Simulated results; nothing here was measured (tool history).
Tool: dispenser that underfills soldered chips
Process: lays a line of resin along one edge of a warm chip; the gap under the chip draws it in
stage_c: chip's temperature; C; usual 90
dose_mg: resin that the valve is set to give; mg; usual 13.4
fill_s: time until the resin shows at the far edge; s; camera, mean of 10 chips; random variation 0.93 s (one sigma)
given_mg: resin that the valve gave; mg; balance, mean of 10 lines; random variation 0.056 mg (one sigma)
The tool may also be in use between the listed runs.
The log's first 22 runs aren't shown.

run   hour  stage_c  dose_mg  fill_s  given_mg
     153.5  -- new syringe of resin
 23  154.3       91     13.1    87.0     12.85
     162.0  -- new syringe of resin
 24  162.6       97     13.1    64.4     12.86
 25  169.0       83     15.8   146.9     15.42
     170.7  -- new syringe of resin
 26  176.5       93     11.7    96.2     11.36
     179.6  -- new syringe of resin
 27  185.5       84     14.4   139.6     13.91
     187.3  -- dispensing valve cleaned and set on the balance
     188.9  -- new syringe of resin
 28  193.4       84     14.4   130.2     14.39
     197.3  -- new syringe of resin
 29  200.9       84     14.4   126.7     14.24
     205.6  -- new syringe of resin
 30  208.8       97     14.4    69.9     14.24
     214.0  -- new syringe of resin
 31  215.9       97     14.4    63.8     14.21
     222.6  -- new syringe of resin
 32  225.9      102     13.6    55.1     13.40
     231.3  -- new syringe of resin
 33  236.0      102     13.6    58.0     13.17
     239.7  -- new syringe of resin
 34  241.8       93     13.4    78.8     12.96

Forecast each of these 4 alternatives for the next run:
     248.4  -- new syringe of resin
  A  251.2       77     13.1       ?         ?
     248.4  -- new syringe of resin
  B  251.2       92     14.1       ?         ?
     248.4  -- new syringe of resin
  C  251.2       81     15.9       ?         ?
     248.4  -- new syringe of resin
  D  251.2       95     13.6       ?         ?

run  fill_s  given_mg
  A   168.7     12.63
  B    82.2     13.67
  C   138.2     15.27
  D    73.4     13.10
Without the tool's hidden state the same runs would have given:
run  fill_s  given_mg
  A   161.4     13.10
  B    78.5     14.17
  C   132.5     15.83
  D    69.9     13.58
